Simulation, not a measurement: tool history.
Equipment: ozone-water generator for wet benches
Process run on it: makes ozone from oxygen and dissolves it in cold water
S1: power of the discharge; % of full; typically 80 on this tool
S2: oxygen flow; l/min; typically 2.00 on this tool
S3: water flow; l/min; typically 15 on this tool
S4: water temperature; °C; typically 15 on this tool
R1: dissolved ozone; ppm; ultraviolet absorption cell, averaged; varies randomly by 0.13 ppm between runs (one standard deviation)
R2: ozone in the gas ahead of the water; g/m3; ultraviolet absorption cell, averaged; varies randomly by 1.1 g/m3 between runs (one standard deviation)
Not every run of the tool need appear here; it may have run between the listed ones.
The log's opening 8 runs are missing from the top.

run 9 hour=960.5 | S1=80 S2=2.00 S3=15 S4=15 | R1=13.8 R2=196.7
run 10 hour=1127.5 | S1=80 S2=2.00 S3=15 S4=15 | R1=13.7 R2=195.5
run 11 hour=1299.4 | S1=80 S2=2.00 S3=15 S4=15 | R1=13.6 R2=194.6
run 12 hour=1410.8 | S1=80 S2=2.00 S3=15 S4=15 | R1=13.8 R2=191.3
run 13 hour=1595.0 | S1=80 S2=2.00 S3=15 S4=15 | R1=13.6 R2=192.4
run 14 hour=1792.3 | S1=80 S2=2.00 S3=15 S4=15 | R1=13.5 R2=192.4
run 15 hour=1952.3 | S1=80 S2=2.00 S3=15 S4=15 | R1=13.3 R2=192.6
run 16 hour=2106.8 | S1=80 S2=3.51 S3=15 S4=15 | R1=15.1 R2=149.9
run 17 hour=2297.9 | S1=80 S2=3.51 S3=15 S4=15 | R1=15.1 R2=149.1
-- hour=2311.0 water thermometer calibrated
run 18 hour=2396.6 | S1=60 S2=3.47 S3=24 S4=15 | R1=7.7 R2=121.6
run 19 hour=2569.9 | S1=80 S2=1.28 S3=15 S4=9 | R1=11.9 R2=231.5
run 20 hour=2738.2 | S1=45 S2=1.28 S3=18 S4=9 | R1=6.2 R2=150.4
run 21 hour=2897.3 | S1=80 S2=2.00 S3=23 S4=15 | R1=8.1 R2=188.8
run 22 hour=3006.3 | S1=80 S2=2.92 S3=10 S4=7 | R1=22.3 R2=159.1

Run 23 is up next; what results do you expect?
run 23 hour=3180.9 | S1=80 S2=2.31 S3=16 S4=10 | R1=? R2=?

Run 23 produced R1 13.2 ppm, R2 174.9 g/m3.
With the hidden condition absent and the run-to-run variation left alone, this run would have shown R1 15.2 ppm, R2 188.8 g/m3.
